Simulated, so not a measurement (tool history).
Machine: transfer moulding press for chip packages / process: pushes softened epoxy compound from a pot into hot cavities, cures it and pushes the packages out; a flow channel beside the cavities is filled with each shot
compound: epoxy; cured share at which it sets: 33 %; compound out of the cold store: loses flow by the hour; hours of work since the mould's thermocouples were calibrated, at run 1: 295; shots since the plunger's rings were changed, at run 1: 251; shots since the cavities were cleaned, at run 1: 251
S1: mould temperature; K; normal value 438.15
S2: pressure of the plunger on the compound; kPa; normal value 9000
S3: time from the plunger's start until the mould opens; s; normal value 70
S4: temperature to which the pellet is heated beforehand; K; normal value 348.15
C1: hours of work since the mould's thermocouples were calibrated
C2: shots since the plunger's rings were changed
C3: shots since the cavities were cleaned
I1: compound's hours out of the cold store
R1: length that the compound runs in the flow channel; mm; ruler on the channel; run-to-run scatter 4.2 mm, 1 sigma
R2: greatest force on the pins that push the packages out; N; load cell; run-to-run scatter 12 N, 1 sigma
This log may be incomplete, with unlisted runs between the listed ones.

run 1 hour=0 | S1=438.15 S2=9000 S3=70 S4=348.15 | C1=295 C2=251 C3=251 | I1=8.8 | R1=967 R2=831
-- hour=12.9 cavities cleaned with cleaning compound and waxed
-- hour=40.6 cavities cleaned with cleaning compound and waxed
run 2 hour=63.1 | S1=438.15 S2=9000 S3=70 S4=348.15 | C1=337 C2=1229 C3=366 | I1=16.5 | R1=899 R2=881
-- hour=71.1 cavities cleaned with cleaning compound and waxed
-- hour=100.1 cavities cleaned with cleaning compound and waxed
-- hour=129.9 cavities cleaned with cleaning compound and waxed
run 3 hour=146.9 | S1=438.15 S2=9000 S3=70 S4=348.15 | C1=392 C2=2521 C3=276 | I1=37.4 | R1=794 R2=755
-- hour=161.3 cavities cleaned with cleaning compound and waxed
-- hour=193.5 cavities cleaned with cleaning compound and waxed
-- hour=223.6 cavities cleaned with cleaning compound and waxed
run 4 hour=236 | S1=438.15 S2=9000 S3=70 S4=348.15 | C1=450 C2=3900 C3=202 | I1=38.4 | R1=767 R2=756
-- hour=257.1 cavities cleaned with cleaning compound and waxed
-- hour=288.2 cavities cleaned with cleaning compound and waxed
-- hour=319.5 cavities cleaned with cleaning compound and waxed
run 5 hour=334.2 | S1=438.15 S2=9000 S3=70 S4=348.15 | C1=515 C2=5427 C3=240 | I1=45.8 | R1=716 R2=777
-- hour=348.8 cavities cleaned with cleaning compound and waxed, once more
-- hour=351.3 plunger's sealing rings changed
-- hour=381.1 mould's thermocouples calibrated
-- hour=382.6 cavities cleaned with cleaning compound and waxed
run 6 hour=385.5 | S1=438.15 S2=9000 S3=70 S4=348.15 | C1=2 C2=501 C3=48 | I1=34.8 | R1=820 R2=639
-- hour=410.3 cavities cleaned with cleaning compound and waxed
-- hour=439.3 cavities cleaned with cleaning compound and waxed
-- hour=467.5 cavities cleaned with cleaning compound and waxed
run 7 hour=476.8 | S1=438.15 S2=9000 S3=70 S4=348.15 | C1=62 C2=1915 C3=151 | I1=41.2 | R1=785 R2=676
-- hour=496.1 cavities cleaned with cleaning compound and waxed
-- hour=526.3 cavities cleaned with cleaning compound and waxed
run 8 hour=533.6 | S1=438.15 S2=9000 S3=70 S4=348.15 | C1=99 C2=2791 C3=119 | I1=38.9 | R1=777 R2=688
-- hour=560 cavities cleaned with cleaning compound and waxed
-- hour=590.8 cavities cleaned with cleaning compound and waxed
run 9 hour=601.9 | S1=438.15 S2=9000 S3=70 S4=348.15 | C1=144 C2=3855 C3=181 | I1=31.8 | R1=799 R2=718
-- hour=620.3 cavities cleaned with cleaning compound and waxed
-- hour=651.8 cavities cleaned with cleaning compound and waxed
run 10 hour=660.7 | S1=438.15 S2=9000 S3=70 S4=348.15 | C1=183 C2=4763 C3=145 | I1=12.8 | R1=879 R2=774
-- hour=681.8 cavities cleaned with cleaning compound and waxed
-- hour=712.9 cavities cleaned with cleaning compound and waxed
-- hour=721 plunger's sealing rings changed
run 11 hour=739.4 | S1=438.15 S2=9000 S3=70 S4=348.15 | C1=234 C2=300 C3=391 | I1=11.9 | R1=944 R2=862
-- hour=747.3 cavities cleaned with cleaning compound and waxed
-- hour=779.6 cavities cleaned with cleaning compound and waxed
-- hour=811.7 cavities cleaned with cleaning compound and waxed
run 12 hour=818.5 | S1=441.15 S2=9000 S3=78 S4=346.15 | C1=285 C2=1516 C3=111 | I1=22.6 | R1=874 R2=522
-- hour=839.8 cavities cleaned with cleaning compound and waxed
-- hour=868.8 cavities cleaned with cleaning compound and waxed
run 13 hour=883.4 | S1=438.15 S2=9000 S3=52 S4=348.15 | C1=328 C2=2524 C3=238 | I1=37.4 | R1=786 R2=1495
-- hour=902.2 cavities cleaned with cleaning compound and waxed
-- hour=933.4 cavities cleaned with cleaning compound and waxed
run 14 hour=950.5 | S1=438.15 S2=7590 S3=78 S4=348.15 | C1=372 C2=3568 C3=279 | I1=17.2 | R1=801 R2=690
-- hour=964.2 cavities cleaned with cleaning compound and waxed
-- hour=993.8 cavities cleaned with cleaning compound and waxed
-- hour=1022.2 cavities cleaned with cleaning compound and waxed
run 15 hour=1041.2 | S1=438.15 S2=8870 S3=78 S4=343.15 | C1=432 C2=4972 C3=310 | I1=16.5 | R1=848 R2=698
-- hour=1055.7 cavities cleaned with cleaning compound and waxed
-- hour=1083.6 plunger's sealing rings changed
-- hour=1091.6 cavities cleaned with cleaning compound and waxed
run 16 hour=1100.8 | S1=439.15 S2=8550 S3=63 S4=346.15 | C1=470 C2=255 C3=150 | I1=29.1 | R1=834 R2=910
-- hour=1121.9 cavities cleaned with cleaning compound and waxed
-- hour=1153.7 cavities cleaned with cleaning compound and waxed
-- hour=1183 cavities cleaned with cleaning compound and waxed
run 17 hour=1196.1 | S1=442.15 S2=7760 S3=63 S4=346.15 | C1=532 C2=1734 C3=213 | I1=12.6 | R1=845 R2=795
-- hour=1216.8 mould's thermocouples calibrated
-- hour=1218.3 cavities cleaned with cleaning compound and waxed
run 18 hour=1242.5 | S1=442.15 S2=7760 S3=63 S4=346.15 | C1=17 C2=2433 C3=395 | I1=27.3 | R1=773 R2=809
-- hour=1251.9 cavities cleaned with cleaning compound and waxed
-- hour=1283.9 cavities cleaned with cleaning compound and waxed
run 19 hour=1290.5 | S1=442.15 S2=7760 S3=63 S4=346.15 | C1=48 C2=3166 C3=107 | I1=38.3 | R1=722 R2=657
-- hour=1314.4 cavities cleaned with cleaning compound and waxed
-- hour=1343.2 cavities cleaned with cleaning compound and waxed
run 20 hour=1343.2 | S1=438.15 S2=9000 S3=79 S4=341.15 | C1=82 C2=3975 C3=0 | I1=15.6 | R1=866 R2=549
-- hour=1375 cavities cleaned with cleaning compound and waxed
-- hour=1407.6 cavities cleaned with cleaning compound and waxed
run 21 hour=1427.8 | S1=438.15 S2=9000 S3=79 S4=341.15 | C1=139 C2=5305 C3=329 | I1=35.7 | R1=764 R2=639
-- hour=1435.8 cavities cleaned with cleaning compound and waxed
-- hour=1451.4 plunger's sealing rings changed
-- hour=1470.8 cavities cleaned with cleaning compound and waxed
run 22 hour=1491.3 | S1=438.15 S2=9000 S3=79 S4=341.15 | C1=179 C2=625 C3=333 | I1=24.8 | R1=877 R2=686

Consider 4 possible next runs. They are alternatives, not a sequence: every one starts from the tool as it was left by run 22. What does each give?
-- hour=1504.2 cavities cleaned with cleaning compound and waxed
-- hour=1533.7 cavities cleaned with cleaning compound and waxed
-- hour=1563.5 cavities cleaned with cleaning compound and waxed
run A hour=1589.6 | S1=441.15 S2=9000 S3=70 S4=348.15 | C1=244 C2=2153 C3=425 | I1=9.1 | R1=? R2=?
-- hour=1504.2 cavities cleaned with cleaning compound and waxed
-- hour=1533.7 cavities cleaned with cleaning compound and waxed
-- hour=1563.5 cavities cleaned with cleaning compound and waxed
run B hour=1589.6 | S1=438.15 S2=9000 S3=70 S4=357.15 | C1=244 C2=2153 C3=425 | I1=14.9 | R1=? R2=?
-- hour=1504.2 cavities cleaned with cleaning compound and waxed
-- hour=1533.7 cavities cleaned with cleaning compound and waxed
-- hour=1563.5 cavities cleaned with cleaning compound and waxed
run C hour=1589.6 | S1=437.15 S2=9000 S3=52 S4=344.15 | C1=244 C2=2153 C3=425 | I1=18.1 | R1=? R2=?
-- hour=1504.2 cavities cleaned with cleaning compound and waxed
-- hour=1533.7 cavities cleaned with cleaning compound and waxed
-- hour=1563.5 cavities cleaned with cleaning compound and waxed
run D hour=1589.6 | S1=435.15 S2=9000 S3=105 S4=354.15 | C1=244 C2=2153 C3=425 | I1=39.5 | R1=? R2=?

run=A R1=925 R2=765
run=B R1=899 R2=880
run=C R1=894 R2=1890
run=D R1=795 R2=591
Without the tool's hidden state the same runs would have given:
run=A R1=954 R2=552
run=B R1=927 R2=633
run=C R1=922 R2=1364
run=D R1=820 R2=434
